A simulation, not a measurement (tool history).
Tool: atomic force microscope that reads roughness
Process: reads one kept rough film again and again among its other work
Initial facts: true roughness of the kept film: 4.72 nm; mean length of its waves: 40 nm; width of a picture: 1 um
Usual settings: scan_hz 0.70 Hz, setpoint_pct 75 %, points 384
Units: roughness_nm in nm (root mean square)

run,hour,scan_hz,setpoint_pct,points,roughness_nm
1,0.0,0.70,75,384,4.225
2,7.9,0.70,75,384,4.213
3,16.1,0.70,71,384,4.226
4,26.3,0.70,75,332,4.181
5,39.2,0.70,75,332,4.148
6,54.5,0.70,75,332,4.074
7,63.4,0.70,79,332,4.068
8,71.8,0.70,79,332,4.028
9,83.0,0.70,79,332,3.984

For run 10, what comes out?
10,92.2,2.12,57,277,?

{"run 10": {"roughness_nm": 3.939}}
On a tool with no hidden condition, and with the same random variation, this run would have come out at roughness_nm 4.205 nm (root mean square).
